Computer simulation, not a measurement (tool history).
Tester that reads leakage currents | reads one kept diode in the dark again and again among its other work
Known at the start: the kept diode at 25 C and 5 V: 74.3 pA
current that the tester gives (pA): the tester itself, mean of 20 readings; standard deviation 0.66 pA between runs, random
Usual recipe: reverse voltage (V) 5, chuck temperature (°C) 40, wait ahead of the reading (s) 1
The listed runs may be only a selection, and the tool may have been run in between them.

run	day	reverse voltage (V)	chuck temperature (°C)	wait ahead of the reading (s)	current that the tester gives (pA)
1	0	5	40	1	225.45
2	0.796	5	40	1	224.59
3	2.1	5	40	1	225.53
4	3.454	5	40	1	225.84
5	5.033	5	40	1	226.6
6	5.775	5	40	1	225.39
7	6.842	5	40	1	226.68
8	7.592	5	40	1	227.24
9	9.046	5	40	1	227
10	10.138	5	40	7.18	226.82
11	11.025	5	40	7.18	226.07
12	12.05	5	40	1	228.45
13	13.292	5	40	1	228.77
# day 13.504: chuck's temperature calibrated
14	14.371	5	40	1	229.43
15	15.621	5	40	1	229.88
16	16.683	5	40	1	229.76
17	17.392	5	40	1	229.57
18	18.975	5	47	1	362.1
19	19.983	5	47	1	363.29
20	21.192	5	40	0.51	231.92
21	22.117	12.83	52	1	722.45
# day 22.65: chuck's temperature calibrated, once more
22	23.329	1.61	27	1.17	58.86
23	24.238	5	24	1	77.31
24	25.138	10.21	37	1	249.91
25	26.479	3.95	37	1	170.48
26	27.342	5	40	0.91	228.22
27	28.667	1.25	50	0.74	253.5
28	29.567	5	55	5.83	589.35
29	30.646	5	55	5.83	594.2
30	31.629	5	55	9.82	590.87
31	32.979	12.99	40	0.81	340.08
32	34.071	2.24	25	1	59.03
33	34.825	2.24	25	1	59.21
34	36.133	15.93	54	0.32	899.87
35	37.467	1.75	42	0.87	173.27
36	39.004	13.25	55	1	877.65
37	40.283	7.91	40	0.68	279.28
38	41.625	7.91	40	1.05	278.83
39	42.904	7.91	40	1.05	278.58

Same runs, no hidden state in the tool, same run-to-run variation:
The hidden state here: stray current of the dirty probe card, pA a volt; current scale over the true one, %; true chuck temperature over the reading, C; drift of the gauge itself on leakage_pa, %.
run	current that the tester gives (pA)
1	219.75
2	218.73
3	219.35
4	219.34
5	219.73
6	218.38
7	219.4
8	219.77
9	219.23
10	218.76
11	217.85
12	219.97
13	220.01
14	219.66
15	219.83
16	219.49
17	219.14
18	348.12
19	349
20	220.64
21	690.48
22	56.59
23	71.13
24	236.19
25	164.17
26	219.95
27	249.12
28	576.51
29	580.85
30	577.24
31	318.97
32	55.26
33	55.37
34	865.38
35	168.08
36	845.06
37	263.19
38	262.29
39	261.67
